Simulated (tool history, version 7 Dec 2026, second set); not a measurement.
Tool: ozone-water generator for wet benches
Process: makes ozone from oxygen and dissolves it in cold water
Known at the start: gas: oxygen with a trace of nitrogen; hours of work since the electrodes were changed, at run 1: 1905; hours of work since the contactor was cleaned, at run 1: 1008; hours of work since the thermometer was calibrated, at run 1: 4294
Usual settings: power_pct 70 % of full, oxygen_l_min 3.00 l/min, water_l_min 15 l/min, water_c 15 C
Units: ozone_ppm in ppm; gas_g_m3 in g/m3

| run | hour | power_pct | oxygen_l_min | water_l_min | water_c | hours of work since the electrodes were changed | hours of work since the contactor was cleaned | hours of work since the thermometer was calibrated | ozone_ppm | gas_g_m3 |
|---|---|---|---|---|---|---|---|---|---|---|
| 1 | 0.0 | 70 | 3.00 | 15 | 15 | 1905 | 1008 | 4294 | 23.0 | 262.6 |
| 2 | 164.9 | 70 | 3.00 | 15 | 15 | 2060 | 1164 | 4450 | 22.9 | 262.3 |
| 3 | 330.9 | 70 | 4.78 | 15 | 15 | 2217 | 1320 | 4606 | 24.3 | 216.9 |
| 4 | 459.7 | 70 | 4.78 | 15 | 15 | 2339 | 1442 | 4728 | 24.4 | 215.4 |
| 5 | 538.7 | 70 | 3.43 | 15 | 15 | 2413 | 1516 | 4802 | 23.2 | 246.0 |
| 6 | 692.6 | 70 | 3.00 | 15 | 15 | 2558 | 1662 | 4948 | 22.2 | 258.0 |
|  | 725.8 | water thermometer calibrated |
| 7 | 840.4 | 70 | 3.00 | 15 | 15 | 2697 | 1801 | 108 | 22.6 | 258.9 |
|  | 857.7 | contactor cleaned |
| 8 | 965.9 | 70 | 3.00 | 15 | 15 | 2812 | 102 | 223 | 22.0 | 262.9 |
| 9 | 1082.8 | 70 | 3.00 | 13 | 15 | 2922 | 212 | 333 | 25.4 | 259.2 |
| 10 | 1231.5 | 70 | 3.00 | 11 | 15 | 3062 | 353 | 473 | 28.8 | 257.3 |
| 11 | 1390.5 | 70 | 3.00 | 11 | 15 | 3212 | 503 | 623 | 28.9 | 260.9 |
| 12 | 1514.1 | 70 | 3.00 | 11 | 15 | 3329 | 619 | 740 | 28.9 | 258.3 |
|  | 1617.2 | contactor cleaned, once more |
| 13 | 1678.8 | 51 | 3.00 | 11 | 14 | 3481 | 58 | 891 | 25.6 | 216.1 |
| 14 | 1778.2 | 92 | 3.00 | 15 | 13 | 3574 | 152 | 985 | 26.7 | 297.7 |
| 15 | 1945.4 | 70 | 3.00 | 15 | 15 | 3732 | 310 | 1143 | 22.4 | 256.8 |
| 16 | 2024.9 | 70 | 2.22 | 15 | 15 | 3807 | 385 | 1218 | 20.6 | 286.3 |
| 17 | 2134.4 | 70 | 2.22 | 15 | 15 | 3910 | 488 | 1321 | 20.8 | 290.1 |
| 18 | 2263.9 | 70 | 2.22 | 15 | 15 | 4033 | 610 | 1443 | 20.7 | 290.2 |
| 19 | 2419.8 | 65 | 4.35 | 13 | 8 | 4180 | 757 | 1591 | 28.7 | 210.4 |
| 20 | 2549.4 | 70 | 3.37 | 15 | 15 | 4302 | 879 | 1713 | 22.6 | 242.7 |
| 21 | 2635.5 | 70 | 3.37 | 15 | 15 | 4383 | 961 | 1794 | 22.8 | 240.7 |
| 22 | 2807.8 | 70 | 3.37 | 15 | 15 | 4546 | 1123 | 1957 | 22.7 | 242.4 |

How the hidden state differs across the entries between the runs, from the last listed run before each to the first after it:
Between runs 6 and 7: water thermometer calibrated (hour 725.8)
  yield of the discharge, % of new electrodes': 97.4 -> 97.3; contactor's efficiency, % of a clean one's: 96.1 -> 95.8; true water temperature over the reading, C: 0.37 -> 0.07
  measured less the result without the state, ozone_ppm: -1.1 -> -1.1 ppm; gas_g_m3: -6.9 -> -7.3 g/m3
Between runs 7 and 8: contactor cleaned (hour 857.7)
  yield of the discharge, % of new electrodes': 97.3 -> 97.1; contactor's efficiency, % of a clean one's: 95.8 -> 94.4; true water temperature over the reading, C: 0.07 -> 0.08
  measured less the result without the state, ozone_ppm: -1.1 -> -1.3 ppm; gas_g_m3: -7.3 -> -7.7 g/m3
Between runs 12 and 13: contactor cleaned, once more (hour 1617.2)
  yield of the discharge, % of new electrodes': 96.6 -> 96.4; contactor's efficiency, % of a clean one's: 93.1 -> 99.7; true water temperature over the reading, C: 0.13 -> 0.14
  measured less the result without the state, ozone_ppm: -2.1 -> -0.9 ppm; gas_g_m3: -9.2 -> -6.7 g/m3

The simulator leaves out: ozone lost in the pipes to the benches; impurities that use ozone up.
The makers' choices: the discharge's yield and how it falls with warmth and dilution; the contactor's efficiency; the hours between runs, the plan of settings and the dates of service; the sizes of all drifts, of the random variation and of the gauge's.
